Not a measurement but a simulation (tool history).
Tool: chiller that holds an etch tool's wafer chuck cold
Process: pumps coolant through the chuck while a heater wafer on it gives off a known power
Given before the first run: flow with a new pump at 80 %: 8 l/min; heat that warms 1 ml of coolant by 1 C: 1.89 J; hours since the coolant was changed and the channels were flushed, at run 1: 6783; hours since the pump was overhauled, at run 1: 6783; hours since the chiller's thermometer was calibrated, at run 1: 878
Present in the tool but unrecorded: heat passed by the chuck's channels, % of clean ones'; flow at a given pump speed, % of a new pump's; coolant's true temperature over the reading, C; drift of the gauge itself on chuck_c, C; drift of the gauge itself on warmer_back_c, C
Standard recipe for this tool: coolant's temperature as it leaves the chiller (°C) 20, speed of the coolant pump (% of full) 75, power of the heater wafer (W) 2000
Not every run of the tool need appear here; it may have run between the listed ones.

run,day,coolant's temperature as it leaves the chiller (°C),speed of the coolant pump (% of full),power of the heater wafer (W),hours since the coolant was changed and the channels were flushed,hours since the pump was overhauled,hours since the chiller's thermometer was calibrated,chuck's temperature once it has settled (°C),how much warmer the coolant comes back (C)
1,0.000,20,75,2000,6783,6783,878,35.2,8.51
2,7.504,20,75,2000,6963,6963,1058,34.9,8.51
3,13.075,20,75,1406,7097,7097,1192,30.4,6.07
4,18.562,20,75,1406,7228,7228,1324,30.6,5.96
# day 23.204: coolant changed, channels flushed
5,24.283,20,75,1406,26,7360,1455,30.7,6.08
6,30.908,20,75,1569,185,7519,1614,31.7,6.68
7,34.779,16,75,2000,278,7612,1707,31.0,8.43
8,41.729,16,75,2000,445,7778,1874,31.0,8.53
9,47.025,16,75,2000,572,7906,2001,31.2,8.52
10,52.188,16,75,2000,696,8029,2125,31.0,8.55
11,61.167,16,75,2000,911,8245,2340,30.9,8.52
12,66.592,20,61,1884,1041,8375,2470,37.1,10.18
13,74.588,15,91,2097,1233,8567,2662,28.4,7.09
14,82.925,15,91,2097,1433,8767,2862,28.2,7.17
15,90.317,15,91,2097,1611,8944,3040,28.1,7.19
16,95.367,20,75,1038,1732,9066,3161,27.8,4.48
17,102.883,24,75,1574,1912,9246,3341,35.8,6.77
18,109.975,24,75,1574,2083,9416,3512,35.8,6.70

Predict the results of run 19:
19,118.017,24,75,1574,2276,9609,3705,?,?

{"run 19": {"chuck's temperature once it has settled (°C)": 35.9, "how much warmer the coolant comes back (C)": 6.68}}
Take away the tool's hidden state, keep the run-to-run variation as it was, and the same run would have given chuck's temperature once it has settled (°C) 35.9, how much warmer the coolant comes back (C) 6.67.

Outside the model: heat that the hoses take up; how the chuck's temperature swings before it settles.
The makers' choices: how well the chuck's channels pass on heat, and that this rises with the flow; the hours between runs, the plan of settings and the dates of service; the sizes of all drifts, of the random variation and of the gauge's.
